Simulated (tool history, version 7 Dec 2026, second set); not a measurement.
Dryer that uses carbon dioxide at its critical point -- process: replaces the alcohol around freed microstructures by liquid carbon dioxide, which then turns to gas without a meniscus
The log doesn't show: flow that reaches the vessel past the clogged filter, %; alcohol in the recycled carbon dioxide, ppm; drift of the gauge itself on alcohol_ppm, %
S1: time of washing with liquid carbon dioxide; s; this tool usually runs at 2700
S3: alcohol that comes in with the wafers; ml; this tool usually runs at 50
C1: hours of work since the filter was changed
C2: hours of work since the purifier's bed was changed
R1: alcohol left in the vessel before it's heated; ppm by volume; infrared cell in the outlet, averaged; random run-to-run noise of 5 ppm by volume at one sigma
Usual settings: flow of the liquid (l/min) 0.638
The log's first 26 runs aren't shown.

Run 27, hour 267.8: usual settings but S1 3480 s, S3 53 ml; C1 128; C2 454. Result: R1 94 ppm by volume.
Run 28, hour 277.4: usual settings but S1 3480 s, S3 53 ml; C1 134; C2 461. Result: R1 90 ppm by volume.
Run 29, hour 289.5: usual settings but S1 3480 s, S3 53 ml; C1 143; C2 469. Result: R1 102 ppm by volume.
Run 30, hour 297.0: usual settings but S1 4200 s, S3 67 ml; C1 148; C2 474. Result: R1 91 ppm by volume.
Run 31, hour 304.2: usual settings but S1 4200 s, S3 67 ml; C1 152; C2 479. Result: R1 80 ppm by volume.
Run 32, hour 312.7: usual settings but S1 4200 s, S3 112 ml; C1 158; C2 485. Result: R1 96 ppm by volume.
Run 33, hour 319.5: usual settings but S1 3000 s, flow of the liquid (l/min) 1.053, S3 29 ml; C1 163; C2 489. Result: R1 83 ppm by volume.
At hour 322.8: inlet filter changed.
Run 34, hour 332.9: usual settings but S1 3240 s, flow of the liquid (l/min) 1.053, S3 31 ml; C1 7; C2 498. Result: R1 80 ppm by volume.
Run 35, hour 343.4: usual settings but S1 2100 s, flow of the liquid (l/min) 0.389, S3 57 ml; C1 14; C2 505. Result: R1 775 ppm by volume.
Run 36, hour 357.2: usual settings but S1 2100 s, flow of the liquid (l/min) 0.539, S3 26 ml; C1 23; C2 514. Result: R1 193 ppm by volume.
Run 37, hour 364.5: usual settings but S1 3720 s, flow of the liquid (l/min) 0.614, S3 42 ml; C1 28; C2 519. Result: R1 82 ppm by volume.
Run 38, hour 372.6: usual settings but S1 3720 s, flow of the liquid (l/min) 0.614, S3 42 ml; C1 34; C2 524. Result: R1 95 ppm by volume.
Run 39, hour 386.7: usual settings but S1 3720 s, flow of the liquid (l/min) 0.614, S3 58 ml; C1 43; C2 534. Result: R1 105 ppm by volume.
Run 40, hour 392.9: usual settings but S1 2160 s, flow of the liquid (l/min) 0.535, S3 58 ml; C1 47; C2 538. Result: R1 343 ppm by volume.
Run 41, hour 399.3: usual settings but S1 3180 s, flow of the liquid (l/min) 0.404, S3 58 ml; C1 52; C2 543. Result: R1 236 ppm by volume.
Run 42, hour 409.9: usual settings but S1 2040 s, flow of the liquid (l/min) 0.753, S3 21 ml; C1 59; C2 550. Result: R1 128 ppm by volume.
Run 43, hour 419.7: usual settings but S1 2040 s, flow of the liquid (l/min) 1.071, S3 62 ml; C1 65; C2 556. Result: R1 109 ppm by volume.
Run 44, hour 433.8: usual settings but S1 2100 s, flow of the liquid (l/min) 0.452; C1 75; C2 566. Result: R1 549 ppm by volume.
Run 45, hour 444.6: usual settings but S1 2100 s, flow of the liquid (l/min) 0.452; C1 82; C2 573. Result: R1 560 ppm by volume.
Run 46, hour 452.1: usual settings but S3 29 ml; C1 87; C2 578. Result: R1 123 ppm by volume.

Forecast each of these 3 alternatives for the next run:
Run A, hour 466.5: usual settings but S1 2400 s, flow of the liquid (l/min) 0.951, S3 28 ml; C1 97; C2 588. Result: R1 ?.
Run B, hour 466.5: usual settings but S1 2520 s, flow of the liquid (l/min) 0.643, S3 24 ml; C1 97; C2 588. Result: R1 ?.
Run C, hour 466.5: usual settings but flow of the liquid (l/min) 0.790, S3 29 ml; C1 97; C2 588. Result: R1 ?.

run   R1
  A  105
  B  136
  C  104
What these runs would have given with no unlogged condition in the tool:
run  R1
  A   3
  B  26
  C   5

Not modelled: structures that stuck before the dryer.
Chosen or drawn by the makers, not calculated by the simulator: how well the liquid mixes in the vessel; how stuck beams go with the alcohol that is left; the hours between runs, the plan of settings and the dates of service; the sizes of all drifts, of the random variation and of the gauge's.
